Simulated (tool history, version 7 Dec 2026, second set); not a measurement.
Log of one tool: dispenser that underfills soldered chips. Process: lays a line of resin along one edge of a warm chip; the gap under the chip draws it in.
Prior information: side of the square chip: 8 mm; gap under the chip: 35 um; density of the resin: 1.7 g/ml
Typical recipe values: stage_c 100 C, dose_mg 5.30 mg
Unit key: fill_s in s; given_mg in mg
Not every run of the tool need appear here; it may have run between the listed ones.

run    day  stage_c  dose_mg  fill_s  given_mg
  1  0.000      100     5.30   124.3      5.24
     0.075  -- new syringe of resin
  2  0.283      100     5.30   113.1      5.22
     0.496  -- new syringe of resin
  3  0.683      100     5.30   109.6      5.22
     0.908  -- new syringe of resin
  4  0.929      100     5.30   102.0      5.19
  5  1.292      100     6.10   125.7      6.00
     1.333  -- new syringe of resin
  6  1.700      100     5.30   124.2      5.19
     1.758  -- new syringe of resin
  7  1.879       91     6.71   137.2      6.51
     2.167  -- new syringe of resin
  8  2.204      114     6.71    63.6      6.49
  9  2.521      103     4.87   117.2      4.69
     2.583  -- new syringe of resin
 10  2.862      102     5.98   110.0      5.78
     3.000  -- new syringe of resin
 11  3.104      107     4.95    86.7      4.77
     3.421  -- new syringe of resin
 12  3.500       88     6.70   147.7      6.46

Selected run-to-run steps in fill_s, each split into two signed amounts: the part the tool would show with no hidden state at all (from settings, incoming material and random variation), and the remainder, which goes to the hidden state together with any gauge scatter not common to the measured and the hidden-state-free results:
Hidden state at play: resin's viscosity, % of fresh resin's; dose that the valve gives, % of what is set; true chip temperature over the reading, C; drift of the gauge itself on fill_s, %; drift of the gauge itself on given_mg, %.
Run 4 -> 5: dose_mg 5.30 -> 6.10. fill_s +23.7 s: hidden state +27.1, all else -3.4.
Run 7 -> 8: stage_c 91 -> 114, new syringe of resin. fill_s -73.6 s: hidden state -8.5, all else -65.1.
